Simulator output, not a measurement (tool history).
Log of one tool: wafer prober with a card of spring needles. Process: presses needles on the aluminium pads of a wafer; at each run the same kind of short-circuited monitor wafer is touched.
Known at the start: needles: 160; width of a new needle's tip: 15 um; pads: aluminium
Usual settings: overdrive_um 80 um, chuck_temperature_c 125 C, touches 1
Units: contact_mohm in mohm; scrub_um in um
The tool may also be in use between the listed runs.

run	hour	overdrive_um	chuck_temperature_c	touches	contact_mohm	scrub_um
1	0	80	125	1	311	21.56
# hour 10.7: tips cleaned on abrasive film
2	12.7	80	125	1	303	21.29
# hour 29.9: tips cleaned on abrasive film
3	30.3	80	74	1	290	21.24
4	47.8	87	74	1	300	23.46
# hour 49.5: tips cleaned on abrasive film
5	67.6	87	74	1	303	23.4
# hour 68.9: tips cleaned on abrasive film
6	83.4	87	74	1	302	23.09
# hour 89.7: tips cleaned on abrasive film
7	102	87	74	1	301	23.16
# hour 108.5: tips cleaned on abrasive film
8	116.8	80	125	1	312	21.09
# hour 127.8: tips cleaned on abrasive film
9	139.3	80	38	1	286	21.32
# hour 148.5: tips cleaned on abrasive film
10	164.7	80	125	1	315	21.3
# hour 168.2: tips cleaned on abrasive film
11	178.6	80	46	1	292	21.26
# hour 189: tips cleaned on abrasive film
12	200.2	80	46	1	291	21.22
# hour 207.8: tips cleaned on abrasive film
13	221.9	80	46	1	294	21.15
# hour 228.3: tips cleaned on abrasive film
14	232.7	80	61	1	286	21.33
# hour 248.1: tips cleaned on abrasive film
15	255.6	80	61	1	298	20.83
# hour 266.9: tips cleaned on abrasive film
16	271	63	30	1	285	16.2
# hour 286.2: tips cleaned on abrasive film
17	287.5	90	52	2	282	23.87
# hour 305.3: tips cleaned on abrasive film
18	308.7	93	97	1	295	24.59
# hour 324.9: tips cleaned on abrasive film
19	325.7	87	125	1	306	23.04
20	343.1	60	29	2	294	15.5
# hour 344.3: tips cleaned on abrasive film
21	354.2	60	29	2	288	15.6
# hour 363.3: tips cleaned on abrasive film
22	379.5	63	125	2	317	16.77
# hour 383.1: tips cleaned on abrasive film
23	400.9	70	57	2	305	18.42
# hour 403: tips cleaned on abrasive film
# hour 422.1: tips cleaned on abrasive film
24	423.8	89	125	2	301	23.43
25	435.8	80	125	1	318	20.85
# hour 442: tips cleaned on abrasive film
# hour 461.3: tips cleaned on abrasive film
26	461.3	68	125	1	305	17.9
# hour 481.1: tips cleaned on abrasive film
27	483	69	48	2	284	18.01
28	494.9	86	125	2	305	22.91

3 ways to go on from here, each from the tool as it stands after run 28. What would each give?
# hour 499.9: tips cleaned on abrasive film
A	510.3	60	36	2	?	?
# hour 499.9: tips cleaned on abrasive film
B	510.3	80	91	1	?	?
# hour 499.9: tips cleaned on abrasive film
C	510.3	91	42	1	?	?

run	contact_mohm	scrub_um
A	291	15.52
B	304	21.14
C	283	23.95
Without the tool's hidden state the same runs would have given:
run	contact_mohm	scrub_um
A	277	16.36
B	290	21.98
C	272	24.79
